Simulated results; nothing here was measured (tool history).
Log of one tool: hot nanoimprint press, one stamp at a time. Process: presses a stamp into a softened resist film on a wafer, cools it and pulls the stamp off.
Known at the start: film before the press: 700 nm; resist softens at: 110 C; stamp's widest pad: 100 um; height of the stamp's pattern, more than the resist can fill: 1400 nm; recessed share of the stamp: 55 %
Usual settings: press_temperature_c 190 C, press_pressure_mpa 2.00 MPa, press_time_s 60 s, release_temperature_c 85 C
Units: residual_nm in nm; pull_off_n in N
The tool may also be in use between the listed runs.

{"run": 1, "hour": 0.0, "press_temperature_c": 190, "press_pressure_mpa": 2.0, "press_time_s": 60, "release_temperature_c": 85, "residual_nm": 261.5, "pull_off_n": 150}
{"run": 2, "hour": 6.1, "press_temperature_c": 190, "press_pressure_mpa": 2.0, "press_time_s": 60, "release_temperature_c": 85, "residual_nm": 263.2, "pull_off_n": 154}
{"run": 3, "hour": 18.1, "press_temperature_c": 190, "press_pressure_mpa": 1.28, "press_time_s": 60, "release_temperature_c": 85, "residual_nm": 329.2, "pull_off_n": 158}
{"run": 4, "hour": 30.0, "press_temperature_c": 190, "press_pressure_mpa": 1.28, "press_time_s": 60, "release_temperature_c": 85, "residual_nm": 331.0, "pull_off_n": 159}
{"run": 5, "hour": 39.4, "press_temperature_c": 190, "press_pressure_mpa": 2.0, "press_time_s": 60, "release_temperature_c": 84, "residual_nm": 260.9, "pull_off_n": 165}
{"run": 6, "hour": 48.1, "press_temperature_c": 190, "press_pressure_mpa": 2.62, "press_time_s": 60, "release_temperature_c": 85, "residual_nm": 224.5, "pull_off_n": 166}
{"run": 7, "hour": 58.3, "press_temperature_c": 190, "press_pressure_mpa": 2.62, "press_time_s": 60, "release_temperature_c": 85, "residual_nm": 225.9, "pull_off_n": 167}
{"run": 8, "hour": 69.9, "press_temperature_c": 190, "press_pressure_mpa": 2.62, "press_time_s": 60, "release_temperature_c": 85, "residual_nm": 224.3, "pull_off_n": 172}
{"run": 9, "hour": 76.8, "press_temperature_c": 190, "press_pressure_mpa": 2.62, "press_time_s": 60, "release_temperature_c": 85, "residual_nm": 225.3, "pull_off_n": 168}
{"run": 10, "hour": 87.8, "press_temperature_c": 190, "press_pressure_mpa": 2.62, "press_time_s": 60, "release_temperature_c": 85, "residual_nm": 223.5, "pull_off_n": 179}
{"hour": 91.6, "done": "plate thermocouple calibrated"}
{"run": 11, "hour": 96.0, "press_temperature_c": 190, "press_pressure_mpa": 2.68, "press_time_s": 60, "release_temperature_c": 85, "residual_nm": 219.5, "pull_off_n": 173}
{"run": 12, "hour": 101.9, "press_temperature_c": 190, "press_pressure_mpa": 2.68, "press_time_s": 60, "release_temperature_c": 85, "residual_nm": 218.1, "pull_off_n": 179}
{"run": 13, "hour": 109.4, "press_temperature_c": 190, "press_pressure_mpa": 2.68, "press_time_s": 60, "release_temperature_c": 85, "residual_nm": 220.7, "pull_off_n": 181}
{"hour": 117.7, "done": "stamp cleaned and given a new release coat"}
{"run": 14, "hour": 126.4, "press_temperature_c": 190, "press_pressure_mpa": 2.68, "press_time_s": 60, "release_temperature_c": 85, "residual_nm": 220.6, "pull_off_n": 131}
{"run": 15, "hour": 137.0, "press_temperature_c": 190, "press_pressure_mpa": 2.0, "press_time_s": 41, "release_temperature_c": 85, "residual_nm": 295.8, "pull_off_n": 136}
{"run": 16, "hour": 146.5, "press_temperature_c": 190, "press_pressure_mpa": 2.0, "press_time_s": 41, "release_temperature_c": 85, "residual_nm": 296.9, "pull_off_n": 137}
{"run": 17, "hour": 157.4, "press_temperature_c": 190, "press_pressure_mpa": 2.0, "press_time_s": 73, "release_temperature_c": 81, "residual_nm": 238.4, "pull_off_n": 153}
{"hour": 163.6, "done": "plate thermocouple calibrated, once more"}
{"run": 18, "hour": 168.1, "press_temperature_c": 190, "press_pressure_mpa": 2.0, "press_time_s": 73, "release_temperature_c": 81, "residual_nm": 249.0, "pull_off_n": 145}
{"run": 19, "hour": 173.2, "press_temperature_c": 190, "press_pressure_mpa": 2.0, "press_time_s": 73, "release_temperature_c": 81, "residual_nm": 244.5, "pull_off_n": 154}
{"run": 20, "hour": 179.6, "press_temperature_c": 178, "press_pressure_mpa": 2.48, "press_time_s": 78, "release_temperature_c": 75, "residual_nm": 354.1, "pull_off_n": 170}
{"run": 21, "hour": 188.0, "press_temperature_c": 178, "press_pressure_mpa": 2.48, "press_time_s": 78, "release_temperature_c": 75, "residual_nm": 359.0, "pull_off_n": 177}
{"run": 22, "hour": 195.5, "press_temperature_c": 178, "press_pressure_mpa": 2.48, "press_time_s": 78, "release_temperature_c": 75, "residual_nm": 354.1, "pull_off_n": 174}
{"run": 23, "hour": 206.0, "press_temperature_c": 178, "press_pressure_mpa": 1.47, "press_time_s": 78, "release_temperature_c": 75, "residual_nm": 443.8, "pull_off_n": 177}
{"run": 24, "hour": 216.6, "press_temperature_c": 191, "press_pressure_mpa": 2.04, "press_time_s": 51, "release_temperature_c": 85, "residual_nm": 268.7, "pull_off_n": 154}

Run 25 comes next. What will it give?
{"run": 25, "hour": 226.5, "press_temperature_c": 191, "press_pressure_mpa": 2.04, "press_time_s": 51, "release_temperature_c": 85, "residual_nm": "?", "pull_off_n": "?"}

Run 25 gave residual_nm 267.5 nm, pull_off_n 163 N.
Without the tool's hidden state the same run would have given residual_nm 267.1 nm, pull_off_n 132 N.
